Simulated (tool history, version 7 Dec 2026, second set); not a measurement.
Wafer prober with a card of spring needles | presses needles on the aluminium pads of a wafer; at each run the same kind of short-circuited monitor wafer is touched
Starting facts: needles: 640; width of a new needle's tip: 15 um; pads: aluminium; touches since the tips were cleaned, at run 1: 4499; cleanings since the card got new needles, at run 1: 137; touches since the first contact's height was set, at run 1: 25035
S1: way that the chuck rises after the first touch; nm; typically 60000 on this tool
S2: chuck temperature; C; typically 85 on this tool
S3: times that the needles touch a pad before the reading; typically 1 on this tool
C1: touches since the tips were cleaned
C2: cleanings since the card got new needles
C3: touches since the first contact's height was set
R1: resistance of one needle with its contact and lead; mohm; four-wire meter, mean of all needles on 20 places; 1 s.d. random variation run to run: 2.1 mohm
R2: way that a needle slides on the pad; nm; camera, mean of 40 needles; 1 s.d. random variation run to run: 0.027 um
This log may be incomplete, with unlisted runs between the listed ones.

Run 1, hour 0: usual settings; C1 4499; C2 137; C3 25035. Result: R1 308 mohm, R2 16040 nm.
At hour 2.1: tips cleaned on abrasive film.
At hour 10.1: tips cleaned on abrasive film.
At hour 18.1: tips cleaned on abrasive film.
At hour 26.1: tips cleaned on abrasive film.
At hour 36: tips cleaned on abrasive film.
Run 2, hour 36.6: usual settings; C1 394; C2 142; C3 48532. Result: R1 267 mohm, R2 15870 nm.
At hour 44.6: tips cleaned on abrasive film.
At hour 54.6: tips cleaned on abrasive film.
At hour 62.6: tips cleaned on abrasive film.
At hour 70.6: tips cleaned on abrasive film.
At hour 78.6: tips cleaned on abrasive film.
At hour 88.6: tips cleaned on abrasive film.
At hour 92.8: height of the first contact set anew.
At hour 98.9: tips cleaned on abrasive film.
At hour 106.9: tips cleaned on abrasive film.
At hour 114.9: tips cleaned on abrasive film.
Run 3, hour 119.6: usual settings but S1 59000 nm; C1 3081; C2 151; C3 17200. Result: R1 313 mohm, R2 15770 nm.
At hour 123.6: tips cleaned on abrasive film.
At hour 131.6: tips cleaned on abrasive film.
At hour 141.6: tips cleaned on abrasive film.
At hour 149.6: tips cleaned on abrasive film.
At hour 159.6: tips cleaned on abrasive film.
At hour 169.6: tips cleaned on abrasive film.
At hour 179.5: tips cleaned on abrasive film.
At hour 187.5: tips cleaned on abrasive film.
At hour 195.5: tips cleaned on abrasive film.
Run 4, hour 199.7: usual settings but S1 59000 nm; C1 2700; C2 160; C3 68672. Result: R1 309 mohm, R2 15550 nm.
At hour 203.7: tips cleaned on abrasive film.
At hour 213.7: tips cleaned on abrasive film.
At hour 221.7: tips cleaned on abrasive film.
At hour 224: height of the first contact set anew.
At hour 230: tips cleaned on abrasive film.
At hour 240: tips cleaned on abrasive film.
At hour 248: tips cleaned on abrasive film.
At hour 258: tips cleaned on abrasive film.
At hour 267.9: tips cleaned on abrasive film.
At hour 277.9: tips cleaned on abrasive film.
Run 5, hour 278.8: usual settings; C1 568; C2 169; C3 35222. Result: R1 274 mohm, R2 16010 nm.
At hour 286.8: tips cleaned on abrasive film.
At hour 294.8: tips cleaned on abrasive film.
At hour 304.7: tips cleaned on abrasive film.
At hour 312.7: tips cleaned on abrasive film.
At hour 320.7: tips cleaned on abrasive film.
Run 6, hour 322.2: usual settings; C1 924; C2 174; C3 63100. Result: R1 274 mohm, R2 15880 nm.
At hour 330.2: tips cleaned on abrasive film.
At hour 338.2: tips cleaned on abrasive film.
At hour 346.2: tips cleaned on abrasive film.
At hour 354.2: tips cleaned on abrasive film.
At hour 354.5: height of the first contact set anew.
At hour 362.5: tips cleaned on abrasive film.
At hour 372.4: tips cleaned on abrasive film.
At hour 382.4: tips cleaned on abrasive film.
Run 7, hour 385.5: usual settings but S2 53 C; C1 2008; C2 181; C3 19976. Result: R1 303 mohm, R2 16060 nm.
At hour 391.5: tips cleaned on abrasive film.
At hour 401.5: tips cleaned on abrasive film.
At hour 405.5: tips cleaned on abrasive film, once more.
At hour 413.5: tips cleaned on abrasive film.
At hour 421.5: tips cleaned on abrasive film.
At hour 431.5: tips cleaned on abrasive film.
At hour 441.2: tips cleaned on abrasive film.
Run 8, hour 441.2: usual settings but S1 70000 nm; C1 0; C2 188; C3 55722. Result: R1 243 mohm, R2 18540 nm.
At hour 449.2: tips cleaned on abrasive film.
At hour 457.2: tips cleaned on abrasive film.
At hour 467.2: tips cleaned on abrasive film.
At hour 475.2: tips cleaned on abrasive film.
At hour 487.2: card fitted with new needles.
At hour 497.1: tips cleaned on abrasive film.
At hour 505.1: tips cleaned on abrasive film.
At hour 513.1: tips cleaned on abrasive film.
At hour 523.1: tips cleaned on abrasive film.
At hour 531.1: tips cleaned on abrasive film.
Run 9, hour 533.2: usual settings; C1 1398; C2 5; C3 29634. Result: R1 255 mohm, R2 15970 nm.
At hour 539.3: tips cleaned on abrasive film.
At hour 547.3: tips cleaned on abrasive film.
At hour 557.3: tips cleaned on abrasive film.
At hour 565.3: tips cleaned on abrasive film.
At hour 575.2: tips cleaned on abrasive film.
Run 10, hour 578.2: usual settings; C1 1940; C2 10; C3 58535. Result: R1 264 mohm, R2 15810 nm.
At hour 584.2: tips cleaned on abrasive film.
At hour 592.2: tips cleaned on abrasive film.
At hour 600.2: tips cleaned on abrasive film.
At hour 610.2: tips cleaned on abrasive film.
At hour 618.2: tips cleaned on abrasive film.
At hour 618.5: height of the first contact set anew.
At hour 626.5: tips cleaned on abrasive film.
At hour 634.5: tips cleaned on abrasive film.
At hour 642.5: tips cleaned on abrasive film.
Run 11, hour 648.2: usual settings but S1 75000 nm, S2 56 C, S3 2; C1 3690; C2 18; C3 19092. Result: R1 244 mohm, R2 20090 nm.
At hour 652.2: tips cleaned on abrasive film.
At hour 660.2: tips cleaned on abrasive film.
At hour 670.2: tips cleaned on abrasive film.
At hour 680.2: tips cleaned on abrasive film.
At hour 690.1: tips cleaned on abrasive film.
Run 12, hour 694.1: usual settings but S1 42000 nm, S2 42 C; C1 2578; C2 23; C3 48623. Result: R1 319 mohm, R2 11140 nm.

Run 13, settings as shown, results not yet in. Your forecast:
At hour 700.1: tips cleaned on abrasive film.
At hour 708.1: tips cleaned on abrasive film.
At hour 716.1: tips cleaned on abrasive film.
At hour 724.1: tips cleaned on abrasive film.
At hour 732.1: tips cleaned on abrasive film.
At hour 742: tips cleaned on abrasive film.
Run 13, hour 745.3: usual settings but S3 3; C1 2151; C2 29; C3 81538. Result: R1 ?, R2 ?.

For run 13 the tool returned R1 250 mohm, R2 15740 nm.
With the hidden condition absent and the run-to-run variation left alone, this run would have shown R1 234 mohm, R2 16140 nm.

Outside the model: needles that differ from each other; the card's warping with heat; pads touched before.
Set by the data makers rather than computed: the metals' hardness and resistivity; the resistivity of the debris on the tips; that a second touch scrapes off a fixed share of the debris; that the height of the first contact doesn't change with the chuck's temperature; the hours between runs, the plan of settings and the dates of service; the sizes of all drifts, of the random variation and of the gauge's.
